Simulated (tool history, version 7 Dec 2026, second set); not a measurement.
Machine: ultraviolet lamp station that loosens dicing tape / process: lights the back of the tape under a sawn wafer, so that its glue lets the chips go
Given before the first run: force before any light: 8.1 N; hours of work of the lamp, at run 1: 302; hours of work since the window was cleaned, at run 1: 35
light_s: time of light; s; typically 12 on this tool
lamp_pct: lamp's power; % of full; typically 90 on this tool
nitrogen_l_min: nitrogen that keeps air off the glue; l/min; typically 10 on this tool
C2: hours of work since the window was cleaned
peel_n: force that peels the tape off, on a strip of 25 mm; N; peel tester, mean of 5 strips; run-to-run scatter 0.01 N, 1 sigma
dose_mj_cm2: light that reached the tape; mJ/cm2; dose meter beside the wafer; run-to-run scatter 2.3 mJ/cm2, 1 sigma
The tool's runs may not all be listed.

{"run": 1, "hour": 0.0, "light_s": 12, "lamp_pct": 90, "nitrogen_l_min": 10, "hours of work of the lamp": 302, "C2": 35, "peel_n": 0.65, "dose_mj_cm2": 213}
{"run": 2, "hour": 62.4, "light_s": 12, "lamp_pct": 68, "nitrogen_l_min": 10, "hours of work of the lamp": 329, "C2": 63, "peel_n": 1.16, "dose_mj_cm2": 158}
{"run": 3, "hour": 131.4, "light_s": 12, "lamp_pct": 90, "nitrogen_l_min": 5, "hours of work of the lamp": 360, "C2": 93, "peel_n": 1.065, "dose_mj_cm2": 197}
{"run": 4, "hour": 191.2, "light_s": 12, "lamp_pct": 90, "nitrogen_l_min": 5, "hours of work of the lamp": 386, "C2": 119, "peel_n": 1.092, "dose_mj_cm2": 197}
{"run": 5, "hour": 241.0, "light_s": 12, "lamp_pct": 90, "nitrogen_l_min": 10, "hours of work of the lamp": 408, "C2": 141, "peel_n": 0.755, "dose_mj_cm2": 194}
{"run": 6, "hour": 321.0, "light_s": 12, "lamp_pct": 90, "nitrogen_l_min": 10, "hours of work of the lamp": 443, "C2": 177, "peel_n": 0.781, "dose_mj_cm2": 194}
{"run": 7, "hour": 365.1, "light_s": 12, "lamp_pct": 90, "nitrogen_l_min": 10, "hours of work of the lamp": 463, "C2": 196, "peel_n": 0.79, "dose_mj_cm2": 191}
{"run": 8, "hour": 461.9, "light_s": 12, "lamp_pct": 90, "nitrogen_l_min": 10, "hours of work of the lamp": 506, "C2": 239, "peel_n": 0.842, "dose_mj_cm2": 185}
{"run": 9, "hour": 531.3, "light_s": 22, "lamp_pct": 90, "nitrogen_l_min": 10, "hours of work of the lamp": 536, "C2": 269, "peel_n": 0.218, "dose_mj_cm2": 329}
{"run": 10, "hour": 628.4, "light_s": 12, "lamp_pct": 72, "nitrogen_l_min": 10, "hours of work of the lamp": 579, "C2": 312, "peel_n": 1.377, "dose_mj_cm2": 136}
{"run": 11, "hour": 728.8, "light_s": 12, "lamp_pct": 72, "nitrogen_l_min": 10, "hours of work of the lamp": 623, "C2": 357, "peel_n": 1.526, "dose_mj_cm2": 136}
{"run": 12, "hour": 787.4, "light_s": 12, "lamp_pct": 90, "nitrogen_l_min": 14, "hours of work of the lamp": 649, "C2": 382, "peel_n": 0.856, "dose_mj_cm2": 166}
{"run": 13, "hour": 856.6, "light_s": 12, "lamp_pct": 90, "nitrogen_l_min": 10, "hours of work of the lamp": 680, "C2": 413, "peel_n": 1.063, "dose_mj_cm2": 169}
{"run": 14, "hour": 945.7, "light_s": 12, "lamp_pct": 70, "nitrogen_l_min": 10, "hours of work of the lamp": 719, "C2": 452, "peel_n": 1.735, "dose_mj_cm2": 123}
{"hour": 990.8, "done": "window cleaned of glue's vapour"}
{"run": 15, "hour": 1008.6, "light_s": 12, "lamp_pct": 90, "nitrogen_l_min": 10, "hours of work of the lamp": 747, "C2": 8, "peel_n": 1.183, "dose_mj_cm2": 154}
{"run": 16, "hour": 1054.1, "light_s": 12, "lamp_pct": 90, "nitrogen_l_min": 10, "hours of work of the lamp": 767, "C2": 28, "peel_n": 1.274, "dose_mj_cm2": 153}
{"run": 17, "hour": 1116.7, "light_s": 12, "lamp_pct": 90, "nitrogen_l_min": 13, "hours of work of the lamp": 794, "C2": 56, "peel_n": 1.118, "dose_mj_cm2": 152}
{"run": 18, "hour": 1200.9, "light_s": 12, "lamp_pct": 90, "nitrogen_l_min": 13, "hours of work of the lamp": 831, "C2": 93, "peel_n": 1.167, "dose_mj_cm2": 142}
{"run": 19, "hour": 1253.3, "light_s": 12, "lamp_pct": 90, "nitrogen_l_min": 13, "hours of work of the lamp": 855, "C2": 116, "peel_n": 1.203, "dose_mj_cm2": 141}
{"run": 20, "hour": 1341.7, "light_s": 12, "lamp_pct": 90, "nitrogen_l_min": 13, "hours of work of the lamp": 894, "C2": 155, "peel_n": 1.293, "dose_mj_cm2": 140}
{"run": 21, "hour": 1442.1, "light_s": 12, "lamp_pct": 90, "nitrogen_l_min": 13, "hours of work of the lamp": 938, "C2": 199, "peel_n": 1.327, "dose_mj_cm2": 134}
{"run": 22, "hour": 1537.9, "light_s": 12, "lamp_pct": 90, "nitrogen_l_min": 10, "hours of work of the lamp": 980, "C2": 241, "peel_n": 1.548, "dose_mj_cm2": 129}
{"hour": 1567.2, "done": "window cleaned of glue's vapour, once more"}
{"run": 23, "hour": 1626.3, "light_s": 12, "lamp_pct": 90, "nitrogen_l_min": 4, "hours of work of the lamp": 1019, "C2": 26, "peel_n": 1.906, "dose_mj_cm2": 150}
{"run": 24, "hour": 1706.6, "light_s": 12, "lamp_pct": 90, "nitrogen_l_min": 4, "hours of work of the lamp": 1054, "C2": 61, "peel_n": 2.033, "dose_mj_cm2": 144}
{"run": 25, "hour": 1755.9, "light_s": 12, "lamp_pct": 65, "nitrogen_l_min": 16, "hours of work of the lamp": 1076, "C2": 83, "peel_n": 1.867, "dose_mj_cm2": 103}
{"run": 26, "hour": 1852.3, "light_s": 12, "lamp_pct": 90, "nitrogen_l_min": 7, "hours of work of the lamp": 1119, "C2": 126, "peel_n": 1.699, "dose_mj_cm2": 140}
{"run": 27, "hour": 1937.5, "light_s": 12, "lamp_pct": 93, "nitrogen_l_min": 10, "hours of work of the lamp": 1156, "C2": 163, "peel_n": 1.395, "dose_mj_cm2": 136}
{"run": 28, "hour": 2009.1, "light_s": 11, "lamp_pct": 77, "nitrogen_l_min": 5, "hours of work of the lamp": 1188, "C2": 195, "peel_n": 2.708, "dose_mj_cm2": 106}
{"run": 29, "hour": 2110.2, "light_s": 6, "lamp_pct": 97, "nitrogen_l_min": 10, "hours of work of the lamp": 1233, "C2": 240, "peel_n": 3.243, "dose_mj_cm2": 71}
{"run": 30, "hour": 2200.9, "light_s": 19, "lamp_pct": 90, "nitrogen_l_min": 8, "hours of work of the lamp": 1273, "C2": 280, "peel_n": 0.866, "dose_mj_cm2": 190}
{"run": 31, "hour": 2263.4, "light_s": 14, "lamp_pct": 62, "nitrogen_l_min": 18, "hours of work of the lamp": 1300, "C2": 307, "peel_n": 2.002, "dose_mj_cm2": 99}
{"hour": 2273.3, "done": "lamp changed"}
{"run": 32, "hour": 2346.2, "light_s": 14, "lamp_pct": 62, "nitrogen_l_min": 18, "hours of work of the lamp": 32, "C2": 343, "peel_n": 0.637, "dose_mj_cm2": 179}
{"run": 33, "hour": 2419.5, "light_s": 14, "lamp_pct": 65, "nitrogen_l_min": 6, "hours of work of the lamp": 65, "C2": 376, "peel_n": 1.116, "dose_mj_cm2": 184}
{"run": 34, "hour": 2513.5, "light_s": 14, "lamp_pct": 65, "nitrogen_l_min": 6, "hours of work of the lamp": 106, "C2": 417, "peel_n": 1.103, "dose_mj_cm2": 184}
{"run": 35, "hour": 2595.2, "light_s": 14, "lamp_pct": 65, "nitrogen_l_min": 6, "hours of work of the lamp": 142, "C2": 453, "peel_n": 1.175, "dose_mj_cm2": 176}
{"hour": 2641.8, "done": "window cleaned of glue's vapour"}
{"run": 36, "hour": 2687.5, "light_s": 12, "lamp_pct": 86, "nitrogen_l_min": 16, "hours of work of the lamp": 183, "C2": 20, "peel_n": 0.482, "dose_mj_cm2": 215}
{"run": 37, "hour": 2764.3, "light_s": 10, "lamp_pct": 85, "nitrogen_l_min": 5, "hours of work of the lamp": 216, "C2": 54, "peel_n": 1.385, "dose_mj_cm2": 174}
{"run": 38, "hour": 2856.8, "light_s": 16, "lamp_pct": 91, "nitrogen_l_min": 4, "hours of work of the lamp": 257, "C2": 95, "peel_n": 0.546, "dose_mj_cm2": 295}
{"run": 39, "hour": 2959.3, "light_s": 14, "lamp_pct": 79, "nitrogen_l_min": 3, "hours of work of the lamp": 303, "C2": 140, "peel_n": 1.247, "dose_mj_cm2": 219}
{"run": 40, "hour": 3038.3, "light_s": 15, "lamp_pct": 90, "nitrogen_l_min": 10, "hours of work of the lamp": 337, "C2": 175, "peel_n": 0.385, "dose_mj_cm2": 260}
{"run": 41, "hour": 3111.5, "light_s": 7, "lamp_pct": 62, "nitrogen_l_min": 16, "hours of work of the lamp": 370, "C2": 207, "peel_n": 2.499, "dose_mj_cm2": 81}
{"run": 42, "hour": 3164.3, "light_s": 11, "lamp_pct": 62, "nitrogen_l_min": 16, "hours of work of the lamp": 393, "C2": 231, "peel_n": 1.389, "dose_mj_cm2": 126}

Forecast each of these 3 alternatives for the next run:
{"run": "A", "hour": 3260.7, "light_s": 22, "lamp_pct": 66, "nitrogen_l_min": 3, "hours of work of the lamp": 436, "C2": 273, "peel_n": "?", "dose_mj_cm2": "?"}
{"run": "B", "hour": 3260.7, "light_s": 8, "lamp_pct": 68, "nitrogen_l_min": 7, "hours of work of the lamp": 436, "C2": 273, "peel_n": "?", "dose_mj_cm2": "?"}
{"run": "C", "hour": 3260.7, "light_s": 11, "lamp_pct": 68, "nitrogen_l_min": 16, "hours of work of the lamp": 436, "C2": 273, "peel_n": "?", "dose_mj_cm2": "?"}

run=A peel_n=0.839 dose_mj_cm2=268
run=B peel_n=2.554 dose_mj_cm2=101
run=C peel_n=1.208 dose_mj_cm2=136
Take away the tool's hidden state, keep each run's random variation, and the runs would have read:
run=A peel_n=0.536 dose_mj_cm2=329
run=B peel_n=1.977 dose_mj_cm2=124
run=C peel_n=0.809 dose_mj_cm2=167
